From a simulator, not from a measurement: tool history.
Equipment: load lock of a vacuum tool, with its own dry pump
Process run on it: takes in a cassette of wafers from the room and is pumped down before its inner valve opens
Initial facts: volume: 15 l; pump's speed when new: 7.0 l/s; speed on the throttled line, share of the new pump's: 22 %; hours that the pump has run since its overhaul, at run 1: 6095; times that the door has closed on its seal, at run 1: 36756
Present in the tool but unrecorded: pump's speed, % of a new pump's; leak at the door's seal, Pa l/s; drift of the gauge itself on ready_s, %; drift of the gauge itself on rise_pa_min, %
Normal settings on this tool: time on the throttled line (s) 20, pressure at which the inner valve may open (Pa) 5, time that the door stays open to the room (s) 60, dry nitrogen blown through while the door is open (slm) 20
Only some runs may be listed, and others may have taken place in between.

| run | hour | time on the throttled line (s) | pressure at which the inner valve may open (Pa) | time that the door stays open to the room (s) | dry nitrogen blown through while the door is open (slm) | hours that the pump has run since its overhaul | times that the door has closed on its seal | incoming humidity of the room's air, % | time from the closed door until the inner valve may open (s) | rise of the pressure with all valves shut (Pa/min) |
|---|---|---|---|---|---|---|---|---|---|---|
| 1 | 0 | 20 | 5 | 60 | 20 | 6095 | 36756 | 49.1 | 37.2 | 0.038 |
| 2 | 155.1 | 20 | 5 | 60 | 20 | 6250 | 37339 | 43.4 | 37.4 | 0.036 |
| 3 | 407.8 | 20 | 5 | 60 | 20 | 6503 | 38288 | 43.5 | 36.6 | 0.035 |
| 4 | 628.7 | 20 | 5 | 60 | 20 | 6724 | 39118 | 48.8 | 36.7 | 0.032 |
| 5 | 786.9 | 20 | 5 | 60 | 7 | 6882 | 39713 | 46.1 | 36.7 | 0.05 |
| 6 | 1054.1 | 20 | 5 | 60 | 19 | 7149 | 40717 | 45.8 | 36.8 | 0.032 |
| 7 | 1242 | 20 | 5 | 60 | 19 | 7337 | 41423 | 47 | 36.9 | 0.031 |
| 8 | 1416.8 | 20 | 5 | 60 | 19 | 7512 | 42079 | 47.2 | 37 | 0.032 |
| 9 | 1543.8 | 20 | 5 | 60 | 19 | 7639 | 42557 | 45.2 | 36.7 | 0.036 |
| 10 | 1744.1 | 20 | 5 | 60 | 19 | 7839 | 43309 | 45.5 | 37.1 | 0.029 |
| 11 | 2011.5 | 20 | 5 | 60 | 19 | 8107 | 44314 | 46.1 | 36.7 | 0.038 |
| 12 | 2267.1 | 20 | 5 | 60 | 19 | 8362 | 45274 | 46 | 37 | 0.035 |
| 13 | 2387.3 | 20 | 5 | 60 | 19 | 8483 | 45726 | 46.9 | 36.9 | 0.036 |
| 14 | 2638.2 | 20 | 5 | 60 | 19 | 8734 | 46669 | 45.2 | 37.1 | 0.032 |
| 15 | 2909.7 | 20 | 5 | 31 | 19 | 9005 | 47689 | 44.1 | 36.9 | 0.028 |
| 16 | 3161.5 | 20 | 5 | 60 | 7 | 9257 | 48635 | 46.5 | 37.1 | 0.05 |
| 17 | 3411.7 | 20 | 5 | 60 | 7 | 9507 | 49575 | 45.9 | 37 | 0.048 |
| 18 | 3536.1 | 20 | 5 | 60 | 20 | 9631 | 50043 | 43.5 | 37.5 | 0.024 |
| 19 | 3793.4 | 20 | 5 | 204 | 20 | 9889 | 51010 | 45 | 36.6 | 0.055 |
| 20 | 4047.9 | 19 | 5 | 100 | 20 | 10143 | 51966 | 45.5 | 37 | 0.041 |
| 21 | 4162.7 | 19 | 5 | 100 | 20 | 10258 | 52398 | 41.9 | 36.1 | 0.04 |
| 22 | 4335.6 | 20 | 5 | 60 | 16 | 10431 | 53047 | 46.4 | 37.3 | 0.034 |
| 23 | 4523.5 | 20 | 5 | 60 | 16 | 10619 | 53753 | 49.5 | 37.4 | 0.038 |
| 24 | 4787 | 20 | 5 | 60 | 16 | 10882 | 54743 | 48.1 | 37 | 0.041 |
| 25 | 5012.3 | 19 | 5 | 60 | 20 | 11108 | 55590 | 43.5 | 36.9 | 0.034 |
| 26 | 5186.6 | 19 | 5 | 60 | 20 | 11282 | 56245 | 44.8 | 36.4 | 0.03 |
|  | 5203 | door's seal changed, seat wiped |
| 27 | 5458.6 | 16 | 6 | 140 | 20 | 11552 | 960 | 46 | 33.1 | 0.045 |
| 28 | 5611.1 | 16 | 6 | 140 | 20 | 11705 | 1533 | 47.3 | 33.6 | 0.045 |
| 29 | 5745.8 | 16 | 6 | 140 | 20 | 11840 | 2040 | 47.6 | 33 | 0.047 |
| 30 | 6004.5 | 16 | 6 | 140 | 20 | 12098 | 3011 | 45.9 | 33.1 | 0.042 |
| 31 | 6156.8 | 16 | 6 | 140 | 20 | 12251 | 3584 | 46.8 | 34.2 | 0.049 |
| 32 | 6320.7 | 39 | 5 | 60 | 36 | 12414 | 4199 | 42.7 | 52.2 | 0.024 |
| 33 | 6586.4 | 20 | 5 | 189 | 20 | 12680 | 5198 | 43.6 | 37.8 | 0.059 |
| 34 | 6712 | 20 | 4 | 189 | 26 | 12806 | 5670 | 45.1 | 37.5 | 0.037 |
| 35 | 6882.1 | 39 | 8 | 189 | 26 | 12976 | 6309 | 43.9 | 50.7 | 0.047 |
| 36 | 7118.1 | 20 | 5 | 43 | 10 | 13212 | 7196 | 42.2 | 37.8 | 0.037 |
| 37 | 7385.1 | 20 | 5 | 43 | 10 | 13479 | 8199 | 43.4 | 37.2 | 0.034 |

Consider 4 possible next runs. They are alternatives, not a sequence: every one starts from the tool as it was left by run 37. What does each give?
| A | 7503.8 | 20 | 5 | 93 | 10 | 13598 | 8645 | 45.9 | ? | ? |
| B | 7503.8 | 20 | 5 | 67 | 20 | 13598 | 8645 | 42.9 | ? | ? |
| C | 7503.8 | 35 | 4 | 43 | 30 | 13598 | 8645 | 47.2 | ? | ? |
| D | 7503.8 | 20 | 5 | 60 | 19 | 13598 | 8645 | 42.1 | ? | ? |

| run | time from the closed door until the inner valve may open (s) | rise of the pressure with all valves shut (Pa/min) |
|---|---|---|
| A | 37.5 | 0.053 |
| B | 36.8 | 0.027 |
| C | 49.5 | 0.025 |
| D | 37.1 | 0.032 |
Had the tool no hidden state, the same runs would have come out as:
| run | time from the closed door until the inner valve may open (s) | rise of the pressure with all valves shut (Pa/min) |
|---|---|---|
| A | 37.5 | 0.053 |
| B | 36.8 | 0.027 |
| C | 49.5 | 0.025 |
| D | 37.1 | 0.032 |

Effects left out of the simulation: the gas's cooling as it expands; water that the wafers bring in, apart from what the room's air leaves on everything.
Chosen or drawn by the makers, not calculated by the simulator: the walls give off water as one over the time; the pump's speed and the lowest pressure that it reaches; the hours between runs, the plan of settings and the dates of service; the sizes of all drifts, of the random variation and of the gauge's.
